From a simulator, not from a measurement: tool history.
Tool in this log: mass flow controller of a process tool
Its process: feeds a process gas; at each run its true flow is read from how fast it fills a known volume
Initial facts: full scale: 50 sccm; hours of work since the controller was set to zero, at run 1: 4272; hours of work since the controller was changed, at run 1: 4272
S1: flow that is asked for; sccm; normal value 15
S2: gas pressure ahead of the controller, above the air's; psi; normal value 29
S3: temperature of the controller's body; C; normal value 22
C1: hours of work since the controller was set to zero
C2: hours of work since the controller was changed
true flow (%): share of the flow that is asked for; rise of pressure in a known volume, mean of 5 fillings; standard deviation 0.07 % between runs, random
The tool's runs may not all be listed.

run 1 hour=0 | S1=15 S2=29 S3=22 | C1=4272 C2=4272 | true_flow_(%)=92.5
run 2 hour=460 | S1=15 S2=29 S3=22 | C1=4556 C2=4556 | true_flow_(%)=92.06
run 3 hour=1019 | S1=15 S2=29 S3=22 | C1=4901 C2=4901 | true_flow_(%)=91.76
-- hour=1348.6 controller exchanged for a calibrated one
run 4 hour=1350.5 | S1=15 S2=29 S3=22 | C1=1 C2=1 | true_flow_(%)=97.69
run 5 hour=1911.3 | S1=15 S2=29 S3=22 | C1=347 C2=347 | true_flow_(%)=97.44
run 6 hour=2215.3 | S1=15 S2=29 S3=30 | C1=535 C2=535 | true_flow_(%)=97.72
run 7 hour=2681.7 | S1=15 S2=30.9 S3=22 | C1=823 C2=823 | true_flow_(%)=96.88
run 8 hour=2938.2 | S1=15 S2=30.9 S3=22 | C1=981 C2=981 | true_flow_(%)=96.6
run 9 hour=3177 | S1=15 S2=29 S3=22 | C1=1128 C2=1128 | true_flow_(%)=96.45
run 10 hour=3418.2 | S1=15 S2=24.9 S3=22 | C1=1277 C2=1277 | true_flow_(%)=96.31
run 11 hour=3908.9 | S1=15 S2=24.2 S3=22 | C1=1580 C2=1580 | true_flow_(%)=95.91
run 12 hour=4313.2 | S1=15 S2=24.2 S3=22 | C1=1830 C2=1830 | true_flow_(%)=95.69
run 13 hour=4596.2 | S1=15 S2=24.2 S3=22 | C1=2004 C2=2004 | true_flow_(%)=95.36
run 14 hour=5095.4 | S1=15 S2=24.2 S3=22 | C1=2312 C2=2312 | true_flow_(%)=95.09
run 15 hour=5642.3 | S1=15 S2=24.2 S3=22 | C1=2650 C2=2650 | true_flow_(%)=94.67
run 16 hour=5887.4 | S1=15 S2=24.7 S3=22 | C1=2801 C2=2801 | true_flow_(%)=94.4
run 17 hour=6126.2 | S1=15 S2=24.7 S3=22 | C1=2949 C2=2949 | true_flow_(%)=94.14
run 18 hour=6621.4 | S1=15 S2=29 S3=22 | C1=3254 C2=3254 | true_flow_(%)=93.78
run 19 hour=6956.8 | S1=15 S2=29 S3=22 | C1=3461 C2=3461 | true_flow_(%)=93.58
run 20 hour=7376.7 | S1=5 S2=29 S3=22 | C1=3720 C2=3720 | true_flow_(%)=88.69
run 21 hour=7839.8 | S1=15 S2=29 S3=35 | C1=4006 C2=4006 | true_flow_(%)=94.19
run 22 hour=8255.8 | S1=15 S2=29 S3=25 | C1=4263 C2=4263 | true_flow_(%)=93.01
run 23 hour=8716 | S1=15 S2=29 S3=35 | C1=4547 C2=4547 | true_flow_(%)=93.49
run 24 hour=9095.8 | S1=15 S2=33.1 S3=36 | C1=4781 C2=4781 | true_flow_(%)=93.32
run 25 hour=9392.9 | S1=13 S2=27.4 S3=31 | C1=4965 C2=4965 | true_flow_(%)=92.14
-- hour=9625.6 controller exchanged for a calibrated one
run 26 hour=9933.2 | S1=13 S2=27.4 S3=31 | C1=190 C2=190 | true_flow_(%)=97.96
run 27 hour=10454 | S1=15 S2=28.1 S3=27 | C1=511 C2=511 | true_flow_(%)=97.28
run 28 hour=10936.5 | S1=39 S2=30.6 S3=22 | C1=809 C2=809 | true_flow_(%)=98.27
run 29 hour=11282.2 | S1=39 S2=30.6 S3=29 | C1=1022 C2=1022 | true_flow_(%)=98.95
run 30 hour=11744 | S1=15 S2=29 S3=28 | C1=1307 C2=1307 | true_flow_(%)=96.54
run 31 hour=12243.8 | S1=15 S2=29 S3=28 | C1=1616 C2=1616 | true_flow_(%)=96.16
run 32 hour=12748.2 | S1=15 S2=29 S3=28 | C1=1927 C2=1927 | true_flow_(%)=95.7
run 33 hour=13148.9 | S1=12 S2=29 S3=25 | C1=2174 C2=2174 | true_flow_(%)=94.73
run 34 hour=13612.4 | S1=12 S2=29 S3=25 | C1=2460 C2=2460 | true_flow_(%)=94.16
run 35 hour=14159.2 | S1=12 S2=29 S3=25 | C1=2798 C2=2798 | true_flow_(%)=93.75
run 36 hour=14542.9 | S1=12 S2=29 S3=25 | C1=3035 C2=3035 | true_flow_(%)=93.55
run 37 hour=14834.8 | S1=7 S2=28.6 S3=37 | C1=3215 C2=3215 | true_flow_(%)=92.52
run 38 hour=15380.4 | S1=15 S2=21.9 S3=21 | C1=3552 C2=3552 | true_flow_(%)=93.34
run 39 hour=15811.7 | S1=15 S2=29 S3=39 | C1=3818 C2=3818 | true_flow_(%)=94.53
run 40 hour=16100.9 | S1=15 S2=29 S3=31 | C1=3996 C2=3996 | true_flow_(%)=93.63
run 41 hour=16653.4 | S1=12 S2=21.9 S3=22 | C1=4337 C2=4337 | true_flow_(%)=91.6
run 42 hour=17218.7 | S1=15 S2=21 S3=22 | C1=4686 C2=4686 | true_flow_(%)=92.09
run 43 hour=17534.1 | S1=15 S2=21 S3=22 | C1=4881 C2=4881 | true_flow_(%)=91.83
-- hour=17891.1 controller exchanged for a calibrated one
run 44 hour=18095.1 | S1=15 S2=21 S3=22 | C1=126 C2=126 | true_flow_(%)=97.22
run 45 hour=18349.7 | S1=15 S2=21 S3=22 | C1=283 C2=283 | true_flow_(%)=97

The same runs without the tool's hidden state, with the same run-to-run variation:
What the log doesn't record here: flow at rest that the sensor doesn't see, % of full scale; true flow over the shown one, %; drift of the gauge itself on true_pct, %.
run=1 true_flow_(%)=97.44
run=2 true_flow_(%)=97.32
run=3 true_flow_(%)=97.43
run=4 true_flow_(%)=97.36
run=5 true_flow_(%)=97.52
run=6 true_flow_(%)=98.02
run=7 true_flow_(%)=97.52
run=8 true_flow_(%)=97.45
run=9 true_flow_(%)=97.5
run=10 true_flow_(%)=97.52
run=11 true_flow_(%)=97.46
run=12 true_flow_(%)=97.56
run=13 true_flow_(%)=97.44
run=14 true_flow_(%)=97.55
run=15 true_flow_(%)=97.53
run=16 true_flow_(%)=97.44
run=17 true_flow_(%)=97.36
run=18 true_flow_(%)=97.37
run=19 true_flow_(%)=97.43
run=20 true_flow_(%)=96.85
run=21 true_flow_(%)=98.68
run=22 true_flow_(%)=97.8
run=23 true_flow_(%)=98.62
run=24 true_flow_(%)=98.74
run=25 true_flow_(%)=98.17
run=26 true_flow_(%)=98.2
run=27 true_flow_(%)=97.88
run=28 true_flow_(%)=98.89
run=29 true_flow_(%)=99.75
run=30 true_flow_(%)=98.07
run=31 true_flow_(%)=98.06
run=32 true_flow_(%)=97.98
run=33 true_flow_(%)=97.62
run=34 true_flow_(%)=97.41
run=35 true_flow_(%)=97.46
run=36 true_flow_(%)=97.56
run=37 true_flow_(%)=98.35
run=38 true_flow_(%)=97.53
run=39 true_flow_(%)=99.02
run=40 true_flow_(%)=98.32
run=41 true_flow_(%)=97.27
run=42 true_flow_(%)=97.6
run=43 true_flow_(%)=97.55
run=44 true_flow_(%)=97.58
run=45 true_flow_(%)=97.53

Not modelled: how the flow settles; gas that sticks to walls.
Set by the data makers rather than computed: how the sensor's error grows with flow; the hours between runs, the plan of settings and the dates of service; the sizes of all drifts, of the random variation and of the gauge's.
